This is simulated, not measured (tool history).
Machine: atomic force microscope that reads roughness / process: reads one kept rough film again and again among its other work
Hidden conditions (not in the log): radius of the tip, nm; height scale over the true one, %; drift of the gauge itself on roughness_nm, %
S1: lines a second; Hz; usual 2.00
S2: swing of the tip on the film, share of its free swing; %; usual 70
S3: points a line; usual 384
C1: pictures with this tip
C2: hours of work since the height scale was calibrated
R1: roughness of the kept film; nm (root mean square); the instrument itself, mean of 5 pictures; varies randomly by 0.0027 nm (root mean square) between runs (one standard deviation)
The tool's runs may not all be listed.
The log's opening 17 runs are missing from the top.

At hour 118.9: new tip fitted.
Run 18, hour 118.9: usual settings; C1 0; C2 112. Result: R1 1.524 nm (root mean square).
Run 19, hour 126.1: usual settings but S1 0.52 Hz; C1 17; C2 118. Result: R1 1.653 nm (root mean square).
Run 20, hour 132.5: usual settings but S1 0.52 Hz; C1 32; C2 123. Result: R1 1.653 nm (root mean square).
Run 21, hour 138.1: usual settings but S1 2.17 Hz, S2 57 %, S3 277; C1 45; C2 127. Result: R1 1.601 nm (root mean square).
Run 22, hour 144.1: usual settings but S1 2.17 Hz, S2 57 %, S3 277; C1 59; C2 131. Result: R1 1.601 nm (root mean square).
Run 23, hour 150.1: usual settings but S1 1.46 Hz, S2 60 %, S3 502; C1 73; C2 136. Result: R1 1.620 nm (root mean square).
Run 24, hour 155.0: usual settings but S1 1.46 Hz, S2 60 %, S3 502; C1 84; C2 140. Result: R1 1.626 nm (root mean square).
Run 25, hour 164.9: usual settings but S1 1.46 Hz, S2 60 %, S3 502; C1 107; C2 147. Result: R1 1.613 nm (root mean square).
Run 26, hour 169.8: usual settings but S1 0.83 Hz, S2 74 %, S3 445; C1 119; C2 151. Result: R1 1.589 nm (root mean square).
Run 27, hour 178.7: usual settings but S1 0.83 Hz, S2 74 %, S3 445; C1 140; C2 158. Result: R1 1.590 nm (root mean square).
Run 28, hour 185.9: usual settings but S1 0.83 Hz, S2 74 %, S3 445; C1 156; C2 163. Result: R1 1.586 nm (root mean square).
Run 29, hour 190.1: usual settings but S1 0.83 Hz, S2 74 %, S3 445; C1 166; C2 166. Result: R1 1.582 nm (root mean square).
Run 30, hour 197.5: usual settings but S1 3.89 Hz, S2 61 %, S3 362; C1 183; C2 172. Result: R1 1.477 nm (root mean square).
Run 31, hour 205.4: usual settings but S2 67 %; C1 202; C2 178. Result: R1 1.529 nm (root mean square).
Run 32, hour 214.8: usual settings but S1 1.02 Hz, S2 67 %, S3 614; C1 224; C2 185. Result: R1 1.600 nm (root mean square).
Run 33, hour 222.5: usual settings but S1 1.02 Hz, S2 74 %, S3 418; C1 242; C2 191. Result: R1 1.553 nm (root mean square).
Run 34, hour 231.3: usual settings but S1 0.66 Hz, S3 299; C1 262; C2 198. Result: R1 1.597 nm (root mean square).

Here are 5 independent what-if runs from the current tool condition. What would each one return?
Run A, hour 236.9: usual settings but S1 0.69 Hz, S2 85 %, S3 380; C1 276; C2 202. Result: R1 ?.
Run B, hour 236.9: usual settings but S1 2.78 Hz, S2 62 %, S3 908; C1 276; C2 202. Result: R1 ?.
Run C, hour 236.9: usual settings but S1 3.99 Hz, S2 68 %, S3 363; C1 276; C2 202. Result: R1 ?.
Run D, hour 236.9: usual settings but S1 0.66 Hz, S2 64 %, S3 299; C1 276; C2 202. Result: R1 ?.
Run E, hour 236.9: usual settings but S1 0.94 Hz, S2 80 %; C1 276; C2 202. Result: R1 ?.

run     R1
  A  1.531
  B  1.517
  C  1.367
  D  1.618
  E  1.519
Stripped of hidden state, with their random variation kept, the same runs would have yielded:
run     R1
  A  1.563
  B  1.549
  C  1.396
  D  1.652
  E  1.551

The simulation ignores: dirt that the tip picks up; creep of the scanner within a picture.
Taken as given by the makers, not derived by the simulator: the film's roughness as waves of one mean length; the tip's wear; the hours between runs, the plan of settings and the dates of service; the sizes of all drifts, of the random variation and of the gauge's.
